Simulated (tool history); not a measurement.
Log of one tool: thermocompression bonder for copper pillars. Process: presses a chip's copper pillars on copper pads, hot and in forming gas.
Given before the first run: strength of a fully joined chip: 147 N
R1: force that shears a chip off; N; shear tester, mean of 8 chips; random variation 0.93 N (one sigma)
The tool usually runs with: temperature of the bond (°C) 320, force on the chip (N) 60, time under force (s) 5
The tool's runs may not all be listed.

{"run": 1, "day": 0.0, "temperature of the bond (°C)": 320, "force on the chip (N)": 60, "time under force (s)": 5, "R1": 72.4}
{"run": 2, "day": 0.617, "temperature of the bond (°C)": 320, "force on the chip (N)": 60, "time under force (s)": 5, "R1": 69.5}
{"run": 3, "day": 1.233, "temperature of the bond (°C)": 320, "force on the chip (N)": 60, "time under force (s)": 5, "R1": 69.4}
{"run": 4, "day": 2.054, "temperature of the bond (°C)": 320, "force on the chip (N)": 60, "time under force (s)": 4, "R1": 62.9}
{"run": 5, "day": 2.683, "temperature of the bond (°C)": 320, "force on the chip (N)": 60, "time under force (s)": 4, "R1": 62.8}
{"run": 6, "day": 3.15, "temperature of the bond (°C)": 320, "force on the chip (N)": 60, "time under force (s)": 4, "R1": 62.7}
{"run": 7, "day": 3.608, "temperature of the bond (°C)": 320, "force on the chip (N)": 60, "time under force (s)": 3, "R1": 57.7}
{"run": 8, "day": 4.3, "temperature of the bond (°C)": 320, "force on the chip (N)": 60, "time under force (s)": 3, "R1": 56.4}
{"run": 9, "day": 5.112, "temperature of the bond (°C)": 320, "force on the chip (N)": 60, "time under force (s)": 3, "R1": 57.4}
{"run": 10, "day": 5.65, "temperature of the bond (°C)": 302, "force on the chip (N)": 43, "time under force (s)": 9, "R1": 51}
{"run": 11, "day": 6.483, "temperature of the bond (°C)": 302, "force on the chip (N)": 39, "time under force (s)": 6, "R1": 41.1}
{"run": 12, "day": 6.983, "temperature of the bond (°C)": 299, "force on the chip (N)": 60, "time under force (s)": 5, "R1": 50}
{"day": 7.046, "done": "forming gas filter changed"}
{"run": 13, "day": 7.404, "temperature of the bond (°C)": 320, "force on the chip (N)": 76, "time under force (s)": 4, "R1": 82.1}
{"run": 14, "day": 7.9, "temperature of the bond (°C)": 325, "force on the chip (N)": 82, "time under force (s)": 5, "R1": 95.2}

Here are 3 independent what-if runs from the current tool condition. What would each one return?
{"run": "A", "day": 8.275, "temperature of the bond (°C)": 308, "force on the chip (N)": 87, "time under force (s)": 5, "R1": "?"}
{"run": "B", "day": 8.275, "temperature of the bond (°C)": 320, "force on the chip (N)": 36, "time under force (s)": 14, "R1": "?"}
{"run": "C", "day": 8.275, "temperature of the bond (°C)": 325, "force on the chip (N)": 59, "time under force (s)": 4, "R1": "?"}

run=A R1=81.1
run=B R1=75.8
run=C R1=69.6
With no hidden state in the tool, these same runs would have given:
run=A R1=86.2
run=B R1=80.7
run=C R1=74.3
